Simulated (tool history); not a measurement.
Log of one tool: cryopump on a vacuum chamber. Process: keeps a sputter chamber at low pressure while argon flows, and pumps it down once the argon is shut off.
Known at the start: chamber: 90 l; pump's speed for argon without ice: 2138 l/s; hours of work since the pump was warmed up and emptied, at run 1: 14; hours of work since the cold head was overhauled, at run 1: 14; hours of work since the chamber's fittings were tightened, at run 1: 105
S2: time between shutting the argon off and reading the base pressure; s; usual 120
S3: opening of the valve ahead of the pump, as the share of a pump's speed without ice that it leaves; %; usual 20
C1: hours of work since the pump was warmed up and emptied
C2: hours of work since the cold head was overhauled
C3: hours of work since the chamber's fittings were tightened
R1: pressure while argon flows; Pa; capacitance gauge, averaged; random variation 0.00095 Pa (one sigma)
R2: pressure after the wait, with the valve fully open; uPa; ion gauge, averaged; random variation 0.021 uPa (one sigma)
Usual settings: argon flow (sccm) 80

Run 1, hour 0: usual settings; C1 14; C2 14; C3 105. Result: R1 0.3168 Pa, R2 0.79 uPa.
Run 2, hour 12: usual settings; C1 22; C2 22; C3 114. Result: R1 0.3189 Pa, R2 0.75 uPa.
Run 3, hour 22: usual settings but S3 38 %; C1 29; C2 29; C3 121. Result: R1 0.168 Pa, R2 0.79 uPa.
Run 4, hour 28.9: usual settings; C1 34; C2 34; C3 126. Result: R1 0.3183 Pa, R2 0.79 uPa.
Run 5, hour 35.9: usual settings; C1 39; C2 39; C3 131. Result: R1 0.3183 Pa, R2 0.75 uPa.
Run 6, hour 50.6: usual settings; C1 50; C2 50; C3 141. Result: R1 0.3183 Pa, R2 0.81 uPa.
Run 7, hour 61.2: usual settings; C1 57; C2 57; C3 149. Result: R1 0.3178 Pa, R2 0.87 uPa.
Run 8, hour 70.4: usual settings; C1 64; C2 64; C3 156. Result: R1 0.3191 Pa, R2 0.89 uPa.
Run 9, hour 83.7: usual settings; C1 74; C2 74; C3 165. Result: R1 0.3167 Pa, R2 0.86 uPa.
Run 10, hour 95: usual settings; C1 82; C2 82; C3 173. Result: R1 0.3185 Pa, R2 0.87 uPa.
Run 11, hour 104.1: usual settings; C1 88; C2 88; C3 180. Result: R1 0.3187 Pa, R2 0.95 uPa.
Run 12, hour 115.1: usual settings; C1 96; C2 96; C3 188. Result: R1 0.3193 Pa, R2 0.95 uPa.
Run 13, hour 130.4: usual settings; C1 107; C2 107; C3 199. Result: R1 0.3173 Pa, R2 0.93 uPa.
Run 14, hour 143.1: usual settings but argon flow (sccm) 69, S2 51 s, S3 27 %; C1 116; C2 116; C3 208. Result: R1 0.2043 Pa, R2 1.52 uPa.
Run 15, hour 151.2: usual settings but argon flow (sccm) 69, S2 51 s, S3 27 %; C1 122; C2 122; C3 213. Result: R1 0.2047 Pa, R2 1.49 uPa.
Run 16, hour 157.8: usual settings but argon flow (sccm) 144, S2 46 s, S3 49 %; C1 127; C2 127; C3 218. Result: R1 0.2367 Pa, R2 1.57 uPa.
Run 17, hour 169.5: usual settings but argon flow (sccm) 34, S2 94 s, S3 17 %; C1 135; C2 135; C3 226. Result: R1 0.1595 Pa, R2 1.13 uPa.
Run 18, hour 182: usual settings but argon flow (sccm) 61; C1 144; C2 144; C3 235. Result: R1 0.2428 Pa, R2 1.04 uPa.
Run 19, hour 194.1: usual settings but argon flow (sccm) 61; C1 152; C2 152; C3 244. Result: R1 0.2439 Pa, R2 1.05 uPa.
Run 20, hour 200.5: usual settings but argon flow (sccm) 61; C1 157; C2 157; C3 249. Result: R1 0.2423 Pa, R2 1.07 uPa.
Run 21, hour 210.1: usual settings but argon flow (sccm) 41, S2 175 s, S3 47 %; C1 164; C2 164; C3 255. Result: R1 0.0701 Pa, R2 0.96 uPa.
Run 22, hour 222.8: usual settings but argon flow (sccm) 106, S2 267 s, S3 37 %; C1 173; C2 173; C3 265. Result: R1 0.2316 Pa, R2 0.91 uPa.
Run 23, hour 237.1: usual settings but argon flow (sccm) 106, S2 267 s, S3 30 %; C1 183; C2 183; C3 275. Result: R1 0.2841 Pa, R2 0.92 uPa.

Some steps in R1 between neighbouring runs. How much of each would the tool show without its hidden state too (settings, what came in, random variation), and how much is left for the hidden state, with any gauge scatter that isn't in both results?
The hidden state here: pump's speed, % of a pump's without ice; cold plate's temperature, K; leak into the chamber, uPa l/s; drift of the gauge itself on working_pa, %; drift of the gauge itself on base_upa, %.
Run 16 -> 17: argon flow (sccm) 144 -> 34, S2 46 -> 94, S3 49 -> 17. R1 -0.0772 Pa: hidden state -0.0038, all else -0.0734.
Run 20 -> 21: argon flow (sccm) 61 -> 41, S2 120 -> 175, S3 20 -> 47. R1 -0.1722 Pa: hidden state -0.0008, all else -0.1714.
Run 21 -> 22: argon flow (sccm) 41 -> 106, S2 175 -> 267, S3 47 -> 37. R1 +0.1615 Pa: hidden state +0.003, all else +0.1585.
